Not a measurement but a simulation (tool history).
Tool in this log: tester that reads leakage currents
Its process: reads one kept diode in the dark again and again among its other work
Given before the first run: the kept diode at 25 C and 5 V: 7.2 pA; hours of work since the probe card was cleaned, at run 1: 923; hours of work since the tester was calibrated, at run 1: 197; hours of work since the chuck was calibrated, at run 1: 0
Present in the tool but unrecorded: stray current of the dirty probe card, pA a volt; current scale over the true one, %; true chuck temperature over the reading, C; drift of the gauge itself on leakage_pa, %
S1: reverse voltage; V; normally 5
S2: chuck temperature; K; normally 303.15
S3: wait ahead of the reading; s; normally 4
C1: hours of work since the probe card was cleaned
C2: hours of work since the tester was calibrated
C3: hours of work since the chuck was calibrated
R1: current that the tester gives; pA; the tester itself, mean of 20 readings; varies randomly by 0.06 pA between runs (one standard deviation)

run	hour	S1	S2	S3	C1	C2	C3	R1
1	0	5	303.15	4	923	197	0	13.2
2	91.4	5	303.15	4	980	255	58	13.41
3	212.9	5	303.15	4	1057	332	135	13.67
4	338.7	5	303.15	4	1137	412	215	13.9
5	446.5	5	303.15	4	1206	480	283	14.2
6	514.9	5	303.15	4	1249	523	326	14.44
7	663.7	5	328.15	4	1343	618	421	77.31
8	806.7	5	328.15	4	1434	708	511	78.48
9	886.3	5	303.15	0.69	1484	759	562	16.34
# hour 905.2: probe card cleaned and baked
10	1038	5	297.15	4	84	853	656	11.36
11	1174.5	5	297.15	4	171	939	742	11.55
12	1343	5.78	305.15	6.38	277	1046	849	20.75
13	1496	5.78	327.15	6.38	374	1143	946	85.37

For some of the steps in R1 from one run to the next: how much would appear even if the tool had no hidden state, given the settings, what came in and random variation, and how much remains for the hidden state plus any gauge scatter that the measured result and the result without hidden state don't share?
Run 12 -> 13: S2 305.15 -> 327.15. R1 +64.62 pA: hidden state +7.22, all else +57.4.
